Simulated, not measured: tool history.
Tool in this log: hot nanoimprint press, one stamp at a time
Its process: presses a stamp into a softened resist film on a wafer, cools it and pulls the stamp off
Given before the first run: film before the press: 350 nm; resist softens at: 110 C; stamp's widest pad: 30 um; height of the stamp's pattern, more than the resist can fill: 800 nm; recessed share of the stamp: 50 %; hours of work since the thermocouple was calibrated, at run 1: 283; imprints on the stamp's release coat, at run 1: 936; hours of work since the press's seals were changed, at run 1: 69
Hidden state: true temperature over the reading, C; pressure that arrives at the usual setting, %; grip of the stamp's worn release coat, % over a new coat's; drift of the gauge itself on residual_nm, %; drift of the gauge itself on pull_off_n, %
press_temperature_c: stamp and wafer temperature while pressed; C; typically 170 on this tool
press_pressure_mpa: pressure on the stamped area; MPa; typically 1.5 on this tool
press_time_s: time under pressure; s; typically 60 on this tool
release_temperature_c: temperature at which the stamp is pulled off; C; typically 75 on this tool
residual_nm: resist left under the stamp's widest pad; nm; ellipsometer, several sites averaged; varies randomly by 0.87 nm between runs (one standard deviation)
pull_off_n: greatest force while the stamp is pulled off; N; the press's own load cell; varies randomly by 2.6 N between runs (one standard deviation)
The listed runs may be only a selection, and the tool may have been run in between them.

run   hour  press_temperature_c  press_pressure_mpa  press_time_s  release_temperature_c  hours of work since the thermocouple was calibrated  imprints on the stamp's release coat  hours of work since the press's seals were changed  residual_nm  pull_off_n
  1      0                  170                 1.5            60                     75                                                  283                                   936                                                  69        190.3         226
  2    8.2                  170                 1.5            60                     75                                                  288                                   954                                                  75        189.5         232
  3   18.3                  170                 1.5            60                     75                                                  295                                   975                                                  82        189.7         223
  4   26.7                  170                 1.5            60                     75                                                  301                                   993                                                  87        188.6         233
  5   39.1                  170                 1.5            60                     75                                                  309                                  1019                                                  95        190.1         229
  6   44.9                  170                 1.5           116                     75                                                  313                                  1032                                                  99          153         225
  7   54.4                  170                 1.5           116                     75                                                  319                                  1052                                                 106        152.6         227
  8   67.8                  170                 2.3            60                     75                                                  328                                  1080                                                 115        149.2         233
  9   77.3                  170                 1.5            60                     72                                                  334                                  1100                                                 121        188.2         233
 10   89.5                  170                0.92            60                     75                                                  342                                  1126                                                 129        235.4         228
 11     97                  170                0.92            60                     75                                                  347                                  1142                                                 134        237.9         227
 12  104.5                  167                2.12            60                     75                                                  353                                  1158                                                 139        175.5         225

For run 13, what comes out?
 13  115.1                  160                1.21            31                     75                                                  360                                  1180                                                 146            ?           ?

Run 13 produced residual_nm 306 nm, pull_off_n 229 N.
On a tool with no hidden condition, and with the same random variation, this run would have come out at residual_nm 308.8 nm, pull_off_n 228 N.

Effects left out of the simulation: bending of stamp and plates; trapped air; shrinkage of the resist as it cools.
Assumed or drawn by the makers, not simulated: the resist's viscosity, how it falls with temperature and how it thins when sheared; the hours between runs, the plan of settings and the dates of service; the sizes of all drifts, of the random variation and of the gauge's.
